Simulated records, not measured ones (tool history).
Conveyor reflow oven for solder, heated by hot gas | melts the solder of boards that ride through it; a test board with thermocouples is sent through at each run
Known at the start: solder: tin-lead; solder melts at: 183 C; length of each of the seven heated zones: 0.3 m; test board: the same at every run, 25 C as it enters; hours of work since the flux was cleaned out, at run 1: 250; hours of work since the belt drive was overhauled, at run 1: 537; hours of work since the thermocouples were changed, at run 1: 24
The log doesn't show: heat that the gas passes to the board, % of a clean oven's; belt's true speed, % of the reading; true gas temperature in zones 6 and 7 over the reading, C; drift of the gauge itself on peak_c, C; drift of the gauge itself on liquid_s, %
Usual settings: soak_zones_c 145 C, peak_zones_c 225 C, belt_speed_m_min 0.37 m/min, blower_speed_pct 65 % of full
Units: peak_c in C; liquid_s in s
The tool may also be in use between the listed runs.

run	hour	soak_zones_c	peak_zones_c	belt_speed_m_min	blower_speed_pct	hours of work since the flux was cleaned out	hours of work since the belt drive was overhauled	hours of work since the thermocouples were changed	peak_c	liquid_s
1	0	145	225	0.37	65	250	537	24	208	65.9
2	7.6	145	225	0.37	65	255	541	29	207.8	65.8
3	19	145	225	0.37	65	261	548	35	208.3	65.8
4	30.3	145	225	0.385	65	267	554	41	206.9	61.2
5	40.7	145	225	0.385	65	273	559	47	207.1	60.6
6	49.3	145	225	0.385	65	277	564	51	206.6	60.6
7	59.2	145	225	0.385	65	283	570	57	207	61.1
8	70	145	225	0.37	65	289	575	63	208.3	64.8
9	83.7	145	225	0.37	65	296	583	70	207.8	65.1
10	93.9	145	225	0.37	61	302	589	76	206.5	63.4
11	100.5	145	225	0.37	61	305	592	79	206.5	63.7
12	107.6	145	225	0.348	65	309	596	83	209.6	72.8
13	114.2	137	225	0.37	65	313	600	87	206.2	58.7
14	123.1	154	225	0.37	65	318	605	92	209.9	72.8
15	131	154	225	0.346	65	322	609	96	211.3	81.2
16	144.7	145	238	0.393	65	329	616	104	216.6	70
17	154.8	156	238	0.393	80	335	622	109	222.5	82
18	167.4	157	227	0.393	80	342	629	116	213.4	75.1
19	181.3	150	232	0.41	68	350	636	124	211.7	65.4
# hour 194.6: flux residue cleaned out of gas plates and filters
20	196.5	150	232	0.41	68	1	642	129	214.5	67.8
21	202.2	150	232	0.41	68	4	645	132	214.1	68
22	212.9	145	225	0.37	74	10	651	138	212.2	72.2
23	222.7	130	225	0.37	65	15	656	143	206.6	57
24	231.2	130	225	0.38	65	20	661	148	206.1	53.8
25	243.7	145	225	0.37	65	27	668	155	209.3	68.2
26	255.4	155	214	0.365	60	33	674	161	201.2	62.8
27	265.4	160	238	0.365	60	39	680	167	222.4	90.6
28	272.3	150	215	0.42	74	42	683	171	201.2	51.1
29	278.3	158	225	0.37	65	46	687	174	211.8	79.1

Forecast each of these 3 alternatives for the next run:
A	288.6	137	225	0.344	65	51	692	179	?	?
B	288.6	158	232	0.37	65	51	692	179	?	?
C	288.6	136	224	0.402	65	51	692	179	?	?

run	peak_c	liquid_s
A	210.3	70.2
B	217.7	85.1
C	203.8	50.1
Without the tool's hidden state the same runs would have given:
run	peak_c	liquid_s
A	210.6	70.2
B	218	84.8
C	204.2	50.3
